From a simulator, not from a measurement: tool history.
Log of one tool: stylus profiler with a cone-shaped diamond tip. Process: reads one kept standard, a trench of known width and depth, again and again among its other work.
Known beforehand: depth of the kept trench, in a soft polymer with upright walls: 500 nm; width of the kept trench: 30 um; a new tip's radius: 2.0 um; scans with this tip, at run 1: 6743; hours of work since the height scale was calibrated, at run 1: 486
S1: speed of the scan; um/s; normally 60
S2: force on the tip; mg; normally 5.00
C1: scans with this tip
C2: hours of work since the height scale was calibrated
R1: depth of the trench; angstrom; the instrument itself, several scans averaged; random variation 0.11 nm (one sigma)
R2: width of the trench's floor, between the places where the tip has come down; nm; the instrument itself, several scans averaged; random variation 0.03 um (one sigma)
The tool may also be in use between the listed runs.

run,hour,S1,S2,C1,C2,R1,R2
1,0.0,60,5.00,6743,486,5079.0,25260
2,14.4,60,5.00,6865,495,5080.7,25250
3,34.4,60,5.00,7035,507,5079.0,25160
4,48.7,60,5.00,7156,516,5080.9,25140
5,62.7,60,5.00,7275,524,5077.9,25090
6,81.2,60,5.00,7432,536,5079.9,25110
7,90.2,60,5.00,7508,541,5078.0,25060
8,101.3,60,2.05,7602,548,5039.5,25000
9,114.5,60,5.69,7714,556,5085.9,25000
# hour 116.4: height scale calibrated on a step standard
10,136.0,20,9.96,7891,12,5127.9,24980
11,149.2,60,2.19,8004,20,5039.1,24920
12,169.5,40,1.91,8176,32,5035.4,24860
# hour 174.7: height scale calibrated on a step standard, once more
13,189.8,40,1.91,8343,9,5043.2,24850
# hour 200.3: new tip fitted, height scale calibrated
14,206.3,240,1.80,51,4,5045.1,26720

Run by run, hidden condition taken away, random variation retained:
Unlogged tool condition in this case: radius of the tip, um; height scale over the true one, %; drift of the gauge itself on depth_nm, %; drift of the gauge itself on floor_um, %.
run,R1,R2
1,5085.8,27300
2,5087.6,27320
3,5086.1,27270
4,5088.1,27270
5,5085.3,27250
6,5087.4,27310
7,5085.6,27280
8,5047.1,27230
9,5093.7,27260
10,5137.0,27280
11,5048.2,27250
12,5044.7,27220
13,5045.7,27250
14,5043.2,26740
